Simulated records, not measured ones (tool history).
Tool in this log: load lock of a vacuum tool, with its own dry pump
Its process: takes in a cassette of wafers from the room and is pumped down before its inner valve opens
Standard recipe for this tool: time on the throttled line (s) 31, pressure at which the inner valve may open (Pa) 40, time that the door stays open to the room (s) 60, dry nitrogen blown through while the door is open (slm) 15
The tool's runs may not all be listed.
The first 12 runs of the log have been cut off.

run	hour	time on the throttled line (s)	pressure at which the inner valve may open (Pa)	time that the door stays open to the room (s)	dry nitrogen blown through while the door is open (slm)	incoming humidity of the room's air, %	time from the closed door until the inner valve may open (s)	rise of the pressure with all valves shut (Pa/min)
13	2368	31	40	60	14	47.1	58.1	0.014
14	2499.4	31	40	60	14	42.4	58.4	0.014
15	2808	31	40	60	14	48.5	58.4	0.018
16	3024.2	31	40	60	14	45.2	58.4	0.012
17	3262.3	31	40	38	15	46.3	58.2	0.009
18	3448.1	31	40	60	15	46	59	0.017
19	3718.9	31	40	60	15	45.3	58.4	0.015
20	3944.2	31	55	198	15	47.2	57.3	0.017
21	4116.5	31	55	198	15	49.3	56.8	0.02
22	4386.7	31	31	198	25	43.8	59.8	0.009
23	4524	31	31	198	25	47.9	59.8	0.01
24	4762.5	24	31	60	7	45	55	0.02
25	4917.4	31	30	59	12	45.1	59.3	0.018
26	5112.5	31	30	59	12	46.3	59.7	0.017
27	5256.1	41	28	60	15	48.3	67.6	0.014
28	5545.8	41	28	135	15	47	67.6	0.019
29	5743.3	19	40	196	8	45.7	49.2	0.024
30	5897.7	31	37	60	38	44.7	58.5	0.008
31	6111.4	35	28	130	12	42.7	63.2	0.019
32	6373.7	37	28	130	12	43.9	65.5	0.015
33	6525.3	16	62	31	15	44.4	45.9	0.012
34	6757	59	56	138	27	44.2	78.6	0.007
35	6975.1	59	56	138	27	42.9	77.6	0.011
36	7175.8	59	56	138	27	42.5	77.6	0.014

Consider 4 possible next runs. They are alternatives, not a sequence: every one starts from the tool as it was left by run 36. What does each give?
A	7317	59	56	138	5	45.1	?	?
B	7317	59	41	138	27	41.5	?	?
C	7317	31	64	60	12	46.2	?	?
D	7317	31	40	51	29	48.9	?	?

run	time from the closed door until the inner valve may open (s)	rise of the pressure with all valves shut (Pa/min)
A	78.4	0.026
B	79.2	0.013
C	56.9	0.02
D	58	0.012
Without the tool's hidden state the same runs would have given:
run	time from the closed door until the inner valve may open (s)	rise of the pressure with all valves shut (Pa/min)
A	78.4	0.025
B	79.2	0.012
C	56.9	0.019
D	57.9	0.011

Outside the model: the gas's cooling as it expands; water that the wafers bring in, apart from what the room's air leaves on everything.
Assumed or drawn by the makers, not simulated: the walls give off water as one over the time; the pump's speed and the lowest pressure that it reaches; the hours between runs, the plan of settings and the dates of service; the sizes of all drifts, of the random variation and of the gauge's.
